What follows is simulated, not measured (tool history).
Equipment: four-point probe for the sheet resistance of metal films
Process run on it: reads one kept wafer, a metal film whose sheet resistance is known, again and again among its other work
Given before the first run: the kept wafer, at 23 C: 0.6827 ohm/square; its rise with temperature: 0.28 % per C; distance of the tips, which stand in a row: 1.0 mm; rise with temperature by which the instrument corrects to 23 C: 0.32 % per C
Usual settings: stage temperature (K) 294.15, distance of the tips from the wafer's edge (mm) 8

run   hour  stage temperature (K)  distance of the tips from the wafer's edge (mm)  sheet resistance as the instrument gives it (ohm/square)
  1    0.0                 294.15                                                8                                                  0.697808
  2   18.1                 294.15                                                8                                                  0.697748
  3   31.1                 294.15                                                8                                                  0.697700
  4   42.9                 294.15                                                8                                                  0.697869
  5   55.0                 294.15                                                8                                                  0.697580
  6   64.9                 293.15                                                8                                                  0.698434
  7   75.2                 293.15                                                8                                                  0.698367
  8   90.8                 293.15                                                8                                                  0.698240
  9   98.7                 293.15                                                8                                                  0.698284
 10  112.0                 293.15                                                8                                                  0.698385
 11  128.0                 293.15                                                3                                                  0.731636
 12  141.5                 293.15                                                3                                                  0.731330
 13  156.3                 293.15                                                3                                                  0.731721
     158.2  -- stage's thermometer calibrated
 14  168.9                 298.15                                                3                                                  0.730160
 15  187.0                 298.15                                                3                                                  0.730010
 16  201.1                 298.15                                                3                                                  0.730137
 17  214.5                 298.15                                                3                                                  0.730273
     227.3  -- stage's thermometer calibrated, once more
 18  227.5                 298.15                                                3                                                  0.730553
 19  237.6                 298.15                                                3                                                  0.730288
 20  248.1                 291.15                                                8                                                  0.699282
 21  261.4                 291.15                                                8                                                  0.699557
 22  269.7                 291.15                                                8                                                  0.699335
 23  286.5                 294.15                                               14                                                  0.694918
 24  304.9                 291.15                                               21                                                  0.694485
 25  317.3                 302.15                                                6                                                  0.700682
 26  332.3                 302.15                                                6                                                  0.700692
 27  345.7                 305.15                                               28                                                  0.690146
 28  354.9                 295.15                                               15                                                  0.694108
 29  366.4                 303.15                                               19                                                  0.691210
 30  384.5                 303.15                                               19                                                  0.691676
 31  395.9                 303.15                                               19                                                  0.691444
 32  409.0                 304.15                                                8                                                  0.696012
 33  424.4                 308.15                                               20                                                  0.690134
 34  441.1                 308.15                                               20                                                  0.690273
 35  448.7                 295.15                                               10                                                  0.696531
 36  456.4                 304.15                                               23                                                  0.690974
 37  469.6                 304.15                                               23                                                  0.691004
 38  481.5                 293.15                                               67                                                  0.693741
 39  499.6                 296.15                                               36                                                  0.692778
 40  507.9                 294.15                                               36                                                  0.693555
 41  521.7                 294.15                                               15                                                  0.695012
 42  532.9                 306.15                                                5                                                  0.704645
 43  546.5                 306.15                                                5                                                  0.704597
 44  555.8                 306.15                                                5                                                  0.704628

Alternative continuations, all from the tool just after run 44; predict every row:
  A  571.7                 294.15                                               11                                                         ?
  B  571.7                 306.15                                                4                                                         ?
  C  571.7                 296.15                                               38                                                         ?

run  sheet resistance as the instrument gives it (ohm/square)
  A                                                  0.696428
  B                                                  0.712692
  C                                                  0.693276
The same runs, with their run-to-run variation unchanged, on a tool lacking any hidden condition would have given:
run  sheet resistance as the instrument gives it (ohm/square)
  A                                                  0.686187
  B                                                  0.702231
  C                                                  0.683077
